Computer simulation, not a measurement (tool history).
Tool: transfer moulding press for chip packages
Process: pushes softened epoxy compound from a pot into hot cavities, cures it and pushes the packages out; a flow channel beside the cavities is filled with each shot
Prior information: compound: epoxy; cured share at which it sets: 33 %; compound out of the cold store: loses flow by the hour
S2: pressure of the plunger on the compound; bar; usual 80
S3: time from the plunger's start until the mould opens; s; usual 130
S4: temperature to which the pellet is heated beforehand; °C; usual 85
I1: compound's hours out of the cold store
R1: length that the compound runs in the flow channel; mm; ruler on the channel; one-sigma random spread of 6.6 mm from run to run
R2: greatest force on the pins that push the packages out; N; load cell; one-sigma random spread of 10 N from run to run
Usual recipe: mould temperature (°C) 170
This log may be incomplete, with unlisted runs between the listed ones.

Run 1, hour 0: usual settings; I1 42.8. Result: R1 690 mm, R2 510 N.
Run 2, hour 27: usual settings; I1 9.3. Result: R1 815 mm, R2 621 N.
At hour 50.9: cavities cleaned with cleaning compound and waxed.
Run 3, hour 65.2: usual settings; I1 32.3. Result: R1 735 mm, R2 838 N.
Run 4, hour 106.9: usual settings but S4 81 °C; I1 28.6. Result: R1 734 mm, R2 873 N.
At hour 110.8: cavities cleaned with cleaning compound and waxed.
Run 5, hour 128.5: usual settings but S4 81 °C; I1 26.8. Result: R1 738 mm, R2 550 N.
At hour 169: cavities cleaned with cleaning compound and waxed.
Run 6, hour 171.2: usual settings but S4 81 °C; I1 36. Result: R1 709 mm, R2 487 N.
Run 7, hour 207: usual settings but S4 81 °C; I1 20.7. Result: R1 760 mm, R2 634 N.
At hour 227.9: cavities cleaned with cleaning compound and waxed.
Run 8, hour 243.2: usual settings but S4 81 °C; I1 18.1. Result: R1 758 mm, R2 530 N.
Run 9, hour 264.5: usual settings; I1 39.6. Result: R1 676 mm, R2 626 N.
At hour 286.4: cavities cleaned with cleaning compound and waxed.
Run 10, hour 309.2: usual settings; I1 38.1. Result: R1 679 mm, R2 562 N.
At hour 324.7: cavities cleaned with cleaning compound and waxed, once more.
Run 11, hour 331.8: usual settings but S4 94 °C; I1 23.6. Result: R1 718 mm, R2 507 N.
Run 12, hour 365.9: usual settings but S4 94 °C; I1 32.3. Result: R1 688 mm, R2 604 N.
At hour 382.2: cavities cleaned with cleaning compound and waxed.
Run 13, hour 393.5: usual settings but mould temperature (°C) 169, S4 94 °C; I1 21.2. Result: R1 734 mm, R2 542 N.
Run 14, hour 419.2: usual settings but mould temperature (°C) 174, S2 99 bar; I1 41. Result: R1 728 mm, R2 553 N.
At hour 439.1: plunger's sealing rings changed.
At hour 444: cavities cleaned with cleaning compound and waxed.
Run 15, hour 453: usual settings but mould temperature (°C) 166, S2 79.3 bar; I1 48. Result: R1 684 mm, R2 570 N.
Run 16, hour 472.3: usual settings but S2 72.3 bar, S3 118 s, S4 94 °C; I1 30.5. Result: R1 717 mm, R2 645 N.
Run 17, hour 499.4: usual settings but mould temperature (°C) 172, S2 96.7 bar, S3 169 s, S4 91 °C; I1 27.8. Result: R1 832 mm, R2 580 N.
At hour 503.8: cavities cleaned with cleaning compound and waxed.
Run 18, hour 538.1: usual settings but mould temperature (°C) 172, S2 96.7 bar, S3 169 s, S4 91 °C; I1 23.2. Result: R1 831 mm, R2 531 N.
At hour 562: cavities cleaned with cleaning compound and waxed.
Run 19, hour 562.5: usual settings but mould temperature (°C) 172, S2 96.7 bar, S3 169 s, S4 91 °C; I1 24.5. Result: R1 830 mm, R2 405 N.
Run 20, hour 594.1: usual settings but S2 99.6 bar; I1 44.4. Result: R1 759 mm, R2 583 N.
Run 21, hour 615.2: usual settings but S3 116 s; I1 10.4. Result: R1 812 mm, R2 778 N.
At hour 620.4: cavities cleaned with cleaning compound and waxed.
Run 22, hour 639.9: usual settings but S3 116 s; I1 25.4. Result: R1 755 mm, R2 618 N.
Run 23, hour 675.3: usual settings but S3 116 s; I1 39. Result: R1 697 mm, R2 730 N.
At hour 679.8: cavities cleaned with cleaning compound and waxed.
At hour 689.7: mould's thermocouples calibrated.
Run 24, hour 718.6: usual settings but mould temperature (°C) 178, S2 61.7 bar, S3 162 s, S4 76 °C; I1 18.6. Result: R1 660 mm, R2 528 N.
At hour 741.5: cavities cleaned with cleaning compound and waxed.
Run 25, hour 760.1: usual settings but S2 71.1 bar, S3 117 s; I1 32.3. Result: R1 674 mm, R2 642 N.
Run 26, hour 793.7: usual settings but S3 111 s, S4 79 °C; I1 42.4. Result: R1 681 mm, R2 807 N.

4 options for the next run, each taken on its own from the tool as it stands now. Forecast them:
At hour 802: cavities cleaned with cleaning compound and waxed.
Run A, hour 833.3: usual settings but S2 77.2 bar, S4 92 °C; I1 25.8. Result: R1 ?, R2 ?.
At hour 802: cavities cleaned with cleaning compound and waxed.
Run B, hour 833.3: usual settings but S3 153 s; I1 45.1. Result: R1 ?, R2 ?.
At hour 802: cavities cleaned with cleaning compound and waxed.
Run C, hour 833.3: usual settings but S2 76.2 bar, S3 157 s, S4 81 °C; I1 32.7. Result: R1 ?, R2 ?.
At hour 802: cavities cleaned with cleaning compound and waxed.
Run D, hour 833.3: usual settings but S2 94 bar, S3 114 s, S4 87 °C; I1 20.1. Result: R1 ?, R2 ?.

run   R1   R2
  A  722  606
  B  662  540
  C  705  545
  D  805  756
Without the tool's unlogged condition, the same runs would have read:
run   R1   R2
  A  762  464
  B  699  413
  C  744  418
  D  851  581

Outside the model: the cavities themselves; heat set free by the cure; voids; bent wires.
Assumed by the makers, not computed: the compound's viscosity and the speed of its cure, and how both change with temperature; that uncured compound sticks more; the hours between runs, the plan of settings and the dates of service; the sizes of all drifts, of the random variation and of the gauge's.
